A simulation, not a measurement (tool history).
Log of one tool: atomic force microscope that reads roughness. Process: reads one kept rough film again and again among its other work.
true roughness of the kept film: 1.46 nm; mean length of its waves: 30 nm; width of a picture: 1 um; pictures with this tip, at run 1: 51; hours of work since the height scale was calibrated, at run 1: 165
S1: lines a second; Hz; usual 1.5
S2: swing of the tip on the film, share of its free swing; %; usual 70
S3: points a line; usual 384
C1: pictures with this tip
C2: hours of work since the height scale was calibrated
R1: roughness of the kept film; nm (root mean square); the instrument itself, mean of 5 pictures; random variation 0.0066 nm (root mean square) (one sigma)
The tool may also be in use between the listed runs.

| run | hour | S1 | S2 | S3 | C1 | C2 | R1 |
|---|---|---|---|---|---|---|---|
| 1 | 0 | 1.5 | 70 | 384 | 51 | 165 | 1.261 |
| 2 | 7 | 1.5 | 70 | 384 | 63 | 169 | 1.251 |
| 3 | 14.7 | 1.5 | 70 | 384 | 76 | 173 | 1.246 |
| 4 | 23.2 | 1.5 | 70 | 384 | 91 | 178 | 1.227 |
| 5 | 31.6 | 1.5 | 70 | 384 | 105 | 183 | 1.212 |
| 6 | 43.6 | 1.5 | 70 | 384 | 126 | 189 | 1.198 |
| 7 | 51.9 | 1.5 | 65 | 545 | 140 | 194 | 1.212 |
| 8 | 62.5 | 0.61 | 74 | 753 | 158 | 199 | 1.206 |
| 9 | 73.1 | 0.61 | 56 | 895 | 176 | 205 | 1.209 |
|  | 76.6 | new tip fitted |
| 10 | 83.3 | 1.5 | 88 | 384 | 12 | 210 | 1.216 |

Hidden state or all else? Some run-to-run changes of R1, split into what the settings, what came in and random variation would give without the hidden state, and what is left for the hidden state (with any gauge scatter that isn't in both results):
The hidden state here: radius of the tip, nm; height scale over the true one, %; drift of the gauge itself on roughness_nm, %.
Run 3 -> 4: no setting changed, nothing entered. R1 -0.019 nm (root mean square): hidden state -0.013, all else -0.006.
Run 9 -> 10: S1 0.61 -> 1.5, S2 56 -> 88, S3 895 -> 384, new tip fitted. R1 +0.007 nm (root mean square): hidden state +0.155, all else -0.148.
